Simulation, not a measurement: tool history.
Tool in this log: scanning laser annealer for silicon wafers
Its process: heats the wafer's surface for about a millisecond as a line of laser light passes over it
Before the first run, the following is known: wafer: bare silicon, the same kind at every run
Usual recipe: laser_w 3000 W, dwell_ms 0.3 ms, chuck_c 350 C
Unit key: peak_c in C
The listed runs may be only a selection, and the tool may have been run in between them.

run 1 hour=0 | laser_w=3000 dwell_ms=0.3 chuck_c=350 | peak_c=1043
run 2 hour=18.1 | laser_w=2658 dwell_ms=0.3 chuck_c=350 | peak_c=964
run 3 hour=30.3 | laser_w=2658 dwell_ms=0.3 chuck_c=350 | peak_c=966
run 4 hour=49.8 | laser_w=3000 dwell_ms=0.3 chuck_c=350 | peak_c=1046
run 5 hour=66.9 | laser_w=3000 dwell_ms=0.3 chuck_c=350 | peak_c=1044
run 6 hour=95.4 | laser_w=3000 dwell_ms=0.219 chuck_c=350 | peak_c=938
run 7 hour=110.1 | laser_w=3000 dwell_ms=0.219 chuck_c=350 | peak_c=943

Run 8 is up next; what results do you expect?
run 8 hour=126.2 | laser_w=3136 dwell_ms=0.211 chuck_c=342 | peak_c=?

peak_c: 946 C
The same run, on a tool lacking any hidden state, would have yielded peak_c 960 C.
